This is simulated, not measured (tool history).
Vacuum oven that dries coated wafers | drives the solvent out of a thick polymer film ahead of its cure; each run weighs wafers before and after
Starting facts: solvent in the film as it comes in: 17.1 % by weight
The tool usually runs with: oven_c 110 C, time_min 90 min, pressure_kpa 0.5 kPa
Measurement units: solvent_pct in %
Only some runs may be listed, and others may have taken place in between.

| run | hour | oven_c | time_min | pressure_kpa | solvent_pct |
|---|---|---|---|---|---|
| 1 | 0 | 110 | 90 | 0.5 | 1.13 |
| 2 | 14.6 | 110 | 90 | 0.5 | 1.08 |
| 3 | 24 | 110 | 90 | 0.5 | 1.15 |
| 4 | 43.3 | 110 | 90 | 0.874 | 1.34 |
| 5 | 60.1 | 110 | 90 | 0.874 | 1.3 |
| 6 | 76.2 | 110 | 90 | 1.218 | 1.25 |
| 7 | 95.1 | 110 | 117 | 0.5 | 0.64 |
| 8 | 114.4 | 110 | 118 | 0.5 | 0.58 |
| 9 | 127.1 | 110 | 118 | 0.5 | 0.72 |
| 10 | 139.9 | 110 | 118 | 0.5 | 0.59 |
| 11 | 158.3 | 105 | 90 | 0.5 | 2.44 |
| 12 | 177.1 | 105 | 90 | 0.5 | 2.25 |
| 13 | 186.7 | 105 | 90 | 0.5 | 2.45 |
| 14 | 198.2 | 105 | 90 | 0.5 | 2.33 |
| 15 | 217.8 | 110 | 90 | 0.5 | 1.16 |
| 16 | 229.4 | 110 | 90 | 0.5 | 1.16 |
| 17 | 239.8 | 110 | 90 | 0.5 | 1.21 |
| 18 | 248.2 | 110 | 90 | 0.998 | 1.24 |
| 19 | 266 | 110 | 90 | 0.998 | 1.42 |
| 20 | 280.6 | 110 | 90 | 1.33 | 1.49 |
| 21 | 300.1 | 110 | 90 | 1.33 | 1.47 |
| 22 | 319.2 | 110 | 90 | 0.5 | 1.24 |
| 23 | 332.6 | 110 | 90 | 0.5 | 1.33 |
| 24 | 345.9 | 110 | 90 | 0.5 | 1.39 |
| 25 | 356.2 | 110 | 90 | 0.57 | 1.2 |
| 26 | 365.9 | 110 | 90 | 0.57 | 1.26 |
| 27 | 384 | 123 | 84 | 1.077 | 0.39 |
| 28 | 394.3 | 110 | 100 | 0.523 | 0.95 |
| 29 | 412.1 | 103 | 93 | 0.404 | 2.94 |
| 30 | 427.6 | 108 | 128 | 1.297 | 1.08 |
| 31 | 437.9 | 114 | 128 | 1.297 | 0.59 |
| 32 | 452.5 | 110 | 74 | 1.012 | 1.9 |
| 33 | 466.5 | 124 | 90 | 0.741 | 0.23 |
| 34 | 485.6 | 124 | 90 | 0.741 | 0.16 |
| 35 | 496.8 | 124 | 90 | 0.741 | 0.14 |
| 36 | 515.8 | 112 | 46 | 0.268 | 3.19 |
| 37 | 527.7 | 112 | 46 | 0.268 | 3.22 |
| 38 | 538.2 | 112 | 46 | 0.268 | 3.2 |
| 39 | 555.5 | 114 | 90 | 0.661 | 0.74 |
| 40 | 566.8 | 114 | 90 | 0.661 | 0.74 |
| 41 | 586.1 | 114 | 90 | 0.661 | 0.73 |
| 42 | 603.2 | 114 | 90 | 0.661 | 0.64 |
| 43 | 613 | 115 | 73 | 1.072 | 1.16 |
| 44 | 621.4 | 115 | 129 | 0.297 | 0.26 |
| 45 | 633.2 | 103 | 107 | 0.908 | 2.58 |
| 46 | 648.9 | 110 | 84 | 1.668 | 1.82 |
| 47 | 658.1 | 110 | 84 | 1.668 | 1.82 |

For some of the steps in solvent_pct from one run to the next: how much would appear even if the tool had no hidden state, given the settings, what came in and random variation, and how much remains for the hidden state plus any gauge scatter that the measured result and the result without hidden state don't share?
Hidden conditions of the tool in this case: true wafer temperature over the reading, C; true pressure over the reading, kPa; drift of the gauge itself on solvent_pct, %.
Run 32 -> 33: oven_c 110 -> 124, time_min 74 -> 90, pressure_kpa 1.012 -> 0.741. solvent_pct -1.67 %: hidden state -0.42, all else -1.25.
Run 35 -> 36: oven_c 124 -> 112, time_min 90 -> 46, pressure_kpa 0.741 -> 0.268. solvent_pct +3.05 %: hidden state +0.56, all else +2.49.
Run 38 -> 39: oven_c 112 -> 114, time_min 46 -> 90, pressure_kpa 0.268 -> 0.661. solvent_pct -2.46 %: hidden state -0.38, all else -2.08.
Run 44 -> 45: oven_c 115 -> 103, time_min 129 -> 107, pressure_kpa 0.297 -> 0.908. solvent_pct +2.32 %: hidden state +0.52, all else +1.8.
